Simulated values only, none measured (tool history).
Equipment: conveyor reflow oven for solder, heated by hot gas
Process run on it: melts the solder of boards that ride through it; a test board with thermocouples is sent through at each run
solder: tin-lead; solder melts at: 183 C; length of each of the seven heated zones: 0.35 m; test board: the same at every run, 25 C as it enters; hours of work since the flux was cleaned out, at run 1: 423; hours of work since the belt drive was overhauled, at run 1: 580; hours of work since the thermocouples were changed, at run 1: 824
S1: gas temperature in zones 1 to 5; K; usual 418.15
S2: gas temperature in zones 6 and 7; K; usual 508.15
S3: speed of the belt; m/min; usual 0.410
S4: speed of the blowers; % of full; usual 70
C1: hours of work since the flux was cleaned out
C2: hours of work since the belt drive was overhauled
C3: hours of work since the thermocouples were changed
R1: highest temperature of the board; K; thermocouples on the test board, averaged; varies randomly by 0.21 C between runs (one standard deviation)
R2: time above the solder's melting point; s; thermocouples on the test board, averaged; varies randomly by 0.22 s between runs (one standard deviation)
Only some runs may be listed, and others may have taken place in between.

| run | day | S1 | S2 | S3 | S4 | C1 | C2 | C3 | R1 | R2 |
|---|---|---|---|---|---|---|---|---|---|---|
| 1 | 0.000 | 418.15 | 508.15 | 0.410 | 70 | 423 | 580 | 824 | 491.25 | 81.3 |
| 2 | 1.417 | 418.15 | 508.15 | 0.410 | 70 | 445 | 601 | 846 | 490.55 | 81.2 |
|  | 2.400 | flux residue cleaned out of gas plates and filters |
| 3 | 3.412 | 418.15 | 508.15 | 0.410 | 70 | 15 | 629 | 873 | 493.95 | 85.3 |
| 4 | 4.567 | 418.15 | 508.15 | 0.410 | 70 | 33 | 646 | 891 | 494.35 | 85.3 |
| 5 | 6.375 | 418.15 | 508.15 | 0.410 | 70 | 61 | 674 | 918 | 493.65 | 85.1 |
| 6 | 8.146 | 418.15 | 508.15 | 0.410 | 70 | 88 | 701 | 945 | 493.35 | 84.5 |
| 7 | 9.396 | 418.15 | 508.15 | 0.410 | 70 | 107 | 720 | 964 | 493.55 | 84.4 |
| 8 | 11.046 | 418.15 | 508.15 | 0.410 | 51 | 132 | 745 | 989 | 488.65 | 79.3 |
|  | 11.308 | belt drive overhauled, speed set with a stopwatch |
|  | 12.229 | thermocouples of zones 6 and 7 changed |
| 9 | 13.350 | 418.15 | 508.15 | 0.410 | 70 | 163 | 30 | 17 | 494.65 | 87.1 |
| 10 | 14.221 | 418.15 | 508.15 | 0.410 | 70 | 176 | 43 | 30 | 494.55 | 86.2 |
| 11 | 15.733 | 418.15 | 508.15 | 0.410 | 70 | 199 | 66 | 53 | 494.45 | 86.2 |
| 12 | 17.271 | 418.15 | 508.15 | 0.410 | 70 | 223 | 90 | 77 | 494.05 | 85.4 |
| 13 | 18.696 | 418.15 | 508.15 | 0.410 | 70 | 244 | 111 | 98 | 494.15 | 85.2 |
| 14 | 19.604 | 418.15 | 508.15 | 0.410 | 70 | 258 | 125 | 112 | 493.55 | 85.5 |
|  | 20.742 | belt drive overhauled, speed set with a stopwatch, once more |
| 15 | 21.221 | 418.15 | 520.15 | 0.410 | 70 | 280 | 7 | 134 | 503.45 | 91.7 |
| 16 | 23.154 | 416.15 | 499.15 | 0.485 | 57 | 310 | 37 | 164 | 476.75 | 49.5 |
| 17 | 24.517 | 416.15 | 499.15 | 0.485 | 57 | 331 | 58 | 185 | 476.55 | 48.7 |
| 18 | 25.546 | 412.15 | 499.15 | 0.413 | 84 | 346 | 73 | 200 | 485.45 | 72.1 |
| 19 | 26.921 | 412.15 | 499.15 | 0.413 | 84 | 367 | 94 | 221 | 485.15 | 72.0 |
| 20 | 28.838 | 426.15 | 513.15 | 0.385 | 70 | 396 | 123 | 250 | 499.65 | 99.4 |
| 21 | 30.679 | 426.15 | 513.15 | 0.385 | 66 | 424 | 151 | 278 | 498.55 | 98.5 |

Expected results for the next run?
| 22 | 31.725 | 426.15 | 513.15 | 0.385 | 66 | 440 | 167 | 294 | ? | ? |

{"run 22": {"R1": 498.55, "R2": 98.1}}
With no hidden state in the tool, this same run would have given R1 502.15 K, R2 100.6 s.
